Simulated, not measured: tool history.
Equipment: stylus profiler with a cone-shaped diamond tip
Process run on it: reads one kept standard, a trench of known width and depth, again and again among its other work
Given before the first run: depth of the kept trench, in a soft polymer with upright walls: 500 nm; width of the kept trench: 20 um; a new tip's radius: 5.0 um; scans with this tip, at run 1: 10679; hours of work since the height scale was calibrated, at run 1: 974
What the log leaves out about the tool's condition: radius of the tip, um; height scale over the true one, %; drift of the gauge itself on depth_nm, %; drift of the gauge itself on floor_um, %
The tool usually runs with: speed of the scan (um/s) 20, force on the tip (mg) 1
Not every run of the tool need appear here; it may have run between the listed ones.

run	day	speed of the scan (um/s)	force on the tip (mg)	scans with this tip	hours of work since the height scale was calibrated	depth of the trench (Å)	width of the trench's floor (um)
1	0	20	1	10679	974	5051.1	14.74
2	3.175	20	1	11187	1020	5050.6	14.73
3	5.396	20	1	11543	1052	5051.2	14.76
4	8.188	5	1	11989	1093	5051.2	14.78
5	11.554	5	1	12528	1142	5054.2	14.71
6	14.033	5	1	12925	1178	5053.1	14.69
7	15.638	20	1	13182	1202	5056.6	14.59
8	18.554	20	1	13649	1244	5055.5	14.6
9	20.471	20	1	13955	1272	5058.3	14.59
10	22.412	12	1	14266	1301	5057.5	14.59
11	25.862	12	1	14818	1351	5055.5	14.57
12	28.867	12	1	15299	1395	5062.2	14.52
13	31.217	12	1	15675	1429	5062.7	14.53
14	33.696	20	1	16071	1465	5060.6	14.41
15	37.208	20	0.61	16634	1517	5055.6	14.38
16	40.625	20	0.61	17180	1566	5055.2	14.36
17	42.329	20	1	17453	1591	5066.4	14.34
# day 42.529: height scale calibrated on a step standard
18	44.104	20	1	17734	23	5079.6	14.38
19	47.517	7	1	18280	73	5079.1	14.38
20	50.221	20	1	18713	112	5079.7	14.28
21	52.488	20	0.5	19075	145	5073.3	14.22
22	54.379	20	0.5	19378	173	5072.5	14.26
23	56.438	20	2.41	19708	203	5100.8	14.27
# day 57.808: height scale calibrated on a step standard, once more
24	58.596	20	2.41	20050	11	5041.1	14.18
25	60.558	20	2.41	20364	40	5040.8	14.24
26	63.008	13	0.67	20756	76	5020.9	14.19
27	65.525	10	0.52	21159	113	5017.6	14.12
28	67.338	10	0.52	21449	139	5019.2	14.1
29	69.138	21	1.29	21737	165	5031	14.14
30	70.796	68	1.44	22002	190	5034	14.07
31	74.454	42	2.37	22588	243	5047.8	14.08
32	77.2	12	1	23027	283	5030.1	14.12
33	79.517	12	1	23398	317	5031.5	14.07
34	81.838	20	0.54	23770	351	5026.5	13.97
35	84.908	19	0.47	24261	395	5021.2	13.98
36	87.812	19	0.47	24726	438	5023.8	13.95
37	90.233	50	1.84	25113	473	5045.8	13.92
38	93.271	36	1	25599	517	5034.2	13.86
39	96.525	16	0.8	26120	565	5033.1	13.87
40	99.608	14	1.03	26613	610	5037.7	13.88
41	102.067	23	0.76	27007	646	5033.9	13.84
42	105.346	63	1.06	27532	694	5042.9	13.72
43	108.046	38	1.36	27964	733	5048	13.7
# day 108.412: new tip fitted, height scale calibrated
44	110.4	15	1.03	318	29	5024.9	15.7
45	112.196	18	0.88	606	55	5023.5	15.65

Run by run, hidden condition taken away, random variation retained:
run	depth of the trench (Å)	width of the trench's floor (um)
1	5022.7	15.54
2	5021.2	15.56
3	5021.1	15.61
4	5020.1	15.66
5	5021.8	15.63
6	5020	15.63
7	5023	15.54
8	5020.9	15.58
9	5023	15.59
10	5021.6	15.61
11	5018.5	15.62
12	5024.1	15.61
13	5023.7	15.63
14	5020.8	15.54
15	5014.6	15.54
16	5013	15.56
17	5023.6	15.56
18	5023.7	15.62
19	5022	15.64
20	5021.8	15.57
21	5014.7	15.53
22	5013.3	15.59
23	5040.5	15.61
24	5039.6	15.54
25	5038.6	15.62
26	5017.8	15.59
27	5013.7	15.54
28	5014.7	15.54
29	5026	15.6
30	5028.5	15.54
31	5041	15.59
32	5022.5	15.65
33	5023.2	15.62
34	5017.3	15.54
35	5011.1	15.58
36	5012.7	15.58
37	5033.7	15.57
38	5021.2	15.53
39	5019	15.57
40	5022.5	15.62
41	5017.8	15.59
42	5025.8	15.5
43	5030	15.5
44	5024.4	15.63
45	5022.4	15.61
